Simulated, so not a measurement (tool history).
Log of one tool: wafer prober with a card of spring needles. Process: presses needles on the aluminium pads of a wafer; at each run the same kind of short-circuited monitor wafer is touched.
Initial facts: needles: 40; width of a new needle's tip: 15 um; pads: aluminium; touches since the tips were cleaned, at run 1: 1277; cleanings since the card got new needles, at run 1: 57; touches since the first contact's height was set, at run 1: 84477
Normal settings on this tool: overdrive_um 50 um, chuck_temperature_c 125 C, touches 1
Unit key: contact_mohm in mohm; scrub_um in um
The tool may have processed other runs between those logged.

| run | hour | overdrive_um | chuck_temperature_c | touches | touches since the tips were cleaned | cleanings since the card got new needles | touches since the first contact's height was set | contact_mohm | scrub_um |
|---|---|---|---|---|---|---|---|---|---|
| 1 | 0.0 | 50 | 125 | 1 | 1277 | 57 | 84477 | 322 | 12.31 |
|  | 15.2 | tips cleaned on abrasive film |
| 2 | 23.4 | 50 | 41 | 1 | 2857 | 58 | 92551 | 348 | 12.33 |
|  | 34.8 | tips cleaned on abrasive film |
|  | 41.1 | height of the first contact set anew |
| 3 | 45.4 | 50 | 125 | 1 | 3550 | 59 | 1482 | 367 | 12.51 |
|  | 54.7 | tips cleaned on abrasive film |
| 4 | 66.2 | 50 | 125 | 1 | 3969 | 60 | 8638 | 368 | 12.49 |
|  | 73.7 | tips cleaned on abrasive film |
| 5 | 80.6 | 40 | 125 | 1 | 2404 | 61 | 13600 | 398 | 9.96 |
|  | 93.7 | tips cleaned on abrasive film |
| 6 | 100.9 | 40 | 125 | 1 | 2495 | 62 | 20575 | 400 | 9.95 |
|  | 113.2 | tips cleaned on abrasive film |
| 7 | 127.9 | 40 | 125 | 1 | 5074 | 63 | 29890 | 437 | 9.92 |
|  | 131.9 | tips cleaned on abrasive film |
| 8 | 148.0 | 40 | 125 | 1 | 5566 | 64 | 36815 | 435 | 9.93 |
|  | 152.4 | tips cleaned on abrasive film |
| 9 | 164.0 | 40 | 125 | 1 | 4008 | 65 | 42288 | 428 | 9.91 |
|  | 172.0 | tips cleaned on abrasive film |
| 10 | 182.6 | 40 | 63 | 1 | 3661 | 66 | 48689 | 424 | 9.90 |
|  | 191.4 | tips cleaned on abrasive film |
| 11 | 209.2 | 50 | 125 | 1 | 6175 | 67 | 57880 | 381 | 12.37 |
|  | 211.6 | tips cleaned on abrasive film |
| 12 | 229.9 | 50 | 125 | 1 | 6343 | 68 | 65003 | 387 | 12.38 |
|  | 231.4 | tips cleaned on abrasive film |
|  | 250.4 | tips cleaned on abrasive film |
| 13 | 258.3 | 50 | 125 | 1 | 2724 | 70 | 74728 | 358 | 12.33 |
|  | 270.7 | tips cleaned on abrasive film |
| 14 | 279.1 | 36 | 125 | 1 | 2918 | 71 | 81903 | 448 | 8.82 |
|  | 289.5 | tips cleaned on abrasive film |
| 15 | 297.7 | 36 | 125 | 1 | 2828 | 72 | 88308 | 448 | 8.80 |
|  | 308.7 | tips cleaned on abrasive film |
| 16 | 319.2 | 50 | 34 | 1 | 3603 | 73 | 95691 | 370 | 12.28 |
|  | 327.4 | height of the first contact set anew |
|  | 329.0 | tips cleaned on abrasive film |
| 17 | 342.9 | 32 | 76 | 2 | 4804 | 74 | 5320 | 422 | 7.98 |
|  | 348.1 | tips cleaned on abrasive film |
| 18 | 357.1 | 37 | 116 | 1 | 3100 | 75 | 10173 | 427 | 9.21 |
|  | 367.1 | tips cleaned on abrasive film |
| 19 | 383.9 | 34 | 29 | 1 | 5803 | 76 | 19416 | 516 | 8.43 |
|  | 386.3 | tips cleaned on abrasive film |
|  | 405.3 | tips cleaned on abrasive film |
| 20 | 406.7 | 34 | 29 | 1 | 478 | 78 | 27248 | 329 | 8.42 |
| 21 | 418.2 | 58 | 109 | 3 | 4462 | 78 | 31232 | 300 | 14.45 |
|  | 424.3 | tips cleaned on abrasive film |
| 22 | 430.1 | 32 | 31 | 2 | 2019 | 79 | 35312 | 376 | 7.92 |
|  | 444.1 | tips cleaned on abrasive film |
| 23 | 455.8 | 32 | 31 | 2 | 4054 | 80 | 44152 | 422 | 7.90 |
|  | 464.5 | tips cleaned on abrasive film |
| 24 | 477.2 | 50 | 125 | 2 | 4389 | 81 | 51517 | 337 | 12.38 |
|  | 483.7 | tips cleaned on abrasive film |
| 25 | 489.7 | 50 | 57 | 1 | 2074 | 82 | 55803 | 341 | 12.37 |
|  | 502.5 | tips cleaned on abrasive film |
| 26 | 507.3 | 56 | 90 | 2 | 1649 | 83 | 61865 | 296 | 13.87 |
| 27 | 519.3 | 56 | 90 | 2 | 5798 | 83 | 66014 | 322 | 13.86 |
|  | 521.9 | tips cleaned on abrasive film |
| 28 | 539.1 | 60 | 67 | 3 | 5935 | 84 | 72819 | 291 | 14.82 |
|  | 542.9 | tips cleaned on abrasive film |
| 29 | 553.6 | 58 | 125 | 1 | 3704 | 85 | 77802 | 351 | 14.31 |
|  | 562.6 | tips cleaned on abrasive film |
| 30 | 578.7 | 43 | 65 | 2 | 5583 | 86 | 86456 | 368 | 10.55 |
|  | 582.6 | tips cleaned on abrasive film |
| 31 | 600.9 | 43 | 65 | 2 | 6360 | 87 | 94106 | 367 | 10.56 |

4 ways to go on from here, each from the tool as it stands after run 31. What would each give?
|  | 603.5 | tips cleaned on abrasive film |
|  | 614.9 | height of the first contact set anew |
| A | 619.9 | 37 | 75 | 2 | 5567 | 88 | 1726 | ? | ? |
|  | 603.5 | tips cleaned on abrasive film |
|  | 614.9 | height of the first contact set anew |
| B | 619.9 | 64 | 52 | 1 | 5567 | 88 | 1726 | ? | ? |
|  | 603.5 | tips cleaned on abrasive film |
|  | 614.9 | height of the first contact set anew |
| C | 619.9 | 48 | 72 | 2 | 5567 | 88 | 1726 | ? | ? |
|  | 603.5 | tips cleaned on abrasive film |
|  | 614.9 | height of the first contact set anew |
| D | 619.9 | 45 | 122 | 1 | 5567 | 88 | 1726 | ? | ? |

| run | contact_mohm | scrub_um |
|---|---|---|
| A | 396 | 9.26 |
| B | 334 | 16.00 |
| C | 340 | 11.99 |
| D | 414 | 11.24 |
Without the tool's hidden state the same runs would have given:
| run | contact_mohm | scrub_um |
|---|---|---|
| A | 271 | 9.26 |
| B | 254 | 16.00 |
| C | 262 | 11.99 |
| D | 280 | 11.24 |
